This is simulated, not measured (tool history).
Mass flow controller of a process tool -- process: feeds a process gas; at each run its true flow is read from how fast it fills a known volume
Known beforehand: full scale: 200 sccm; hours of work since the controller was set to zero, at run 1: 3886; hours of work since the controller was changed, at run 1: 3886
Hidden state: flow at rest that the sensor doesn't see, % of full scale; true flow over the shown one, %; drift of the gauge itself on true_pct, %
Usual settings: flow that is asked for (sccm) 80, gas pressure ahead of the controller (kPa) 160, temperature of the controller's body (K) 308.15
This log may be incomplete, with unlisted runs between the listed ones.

| run | hour | flow that is asked for (sccm) | gas pressure ahead of the controller (kPa) | temperature of the controller's body (K) | hours of work since the controller was set to zero | hours of work since the controller was changed | true flow (%) |
|---|---|---|---|---|---|---|---|
| 1 | 0 | 80 | 160 | 308.15 | 3886 | 3886 | 102.27 |
| 2 | 157.1 | 80 | 160 | 308.15 | 3964 | 3964 | 102.28 |
| 3 | 387.1 | 80 | 160 | 308.15 | 4078 | 4078 | 102.28 |
| 4 | 560.4 | 94 | 160 | 308.15 | 4164 | 4164 | 102.26 |
| 5 | 801.4 | 94 | 160 | 308.15 | 4284 | 4284 | 102.25 |
| 6 | 1080.1 | 80 | 160 | 308.15 | 4422 | 4422 | 102.42 |
| 7 | 1227.7 | 42 | 160 | 308.15 | 4495 | 4495 | 104.19 |
| 8 | 1444.4 | 80 | 160 | 308.15 | 4603 | 4603 | 102.69 |
| 9 | 1751.3 | 80 | 160 | 308.15 | 4755 | 4755 | 102.62 |
| 10 | 1914.5 | 104 | 263 | 306.15 | 4836 | 4836 | 102.84 |
| 11 | 2111 | 36 | 160 | 299.15 | 4934 | 4934 | 104.43 |
| 12 | 2453.1 | 36 | 160 | 299.15 | 5103 | 5103 | 104.52 |
| 13 | 2716.3 | 26 | 241 | 302.15 | 5234 | 5234 | 107.19 |
| 14 | 2944.5 | 80 | 160 | 301.15 | 5347 | 5347 | 102.42 |
| 15 | 3279.8 | 80 | 160 | 301.15 | 5513 | 5513 | 102.54 |
| 16 | 3492.5 | 80 | 160 | 301.15 | 5619 | 5619 | 102.56 |
| 17 | 3841.4 | 80 | 161 | 301.15 | 5792 | 5792 | 102.72 |
|  | 4102.1 | controller's zero set anew |
| 18 | 4195.3 | 101 | 273 | 298.15 | 46 | 5967 | 100.92 |

4 options for the next run, each taken on its own from the tool as it stands now. Forecast them:
| A | 4520.7 | 25 | 177 | 298.15 | 208 | 6129 | ? |
| B | 4520.7 | 163 | 173 | 307.15 | 208 | 6129 | ? |
| C | 4520.7 | 153 | 273 | 299.15 | 208 | 6129 | ? |
| D | 4520.7 | 23 | 186 | 294.15 | 208 | 6129 | ? |

| run | true flow (%) |
|---|---|
| A | 100.47 |
| B | 100.99 |
| C | 100.95 |
| D | 100.01 |
Stripped of hidden state, with their random variation kept, the same runs would have yielded:
| run | true flow (%) |
|---|---|
| A | 99.54 |
| B | 100.44 |
| C | 100.4 |
| D | 99.04 |
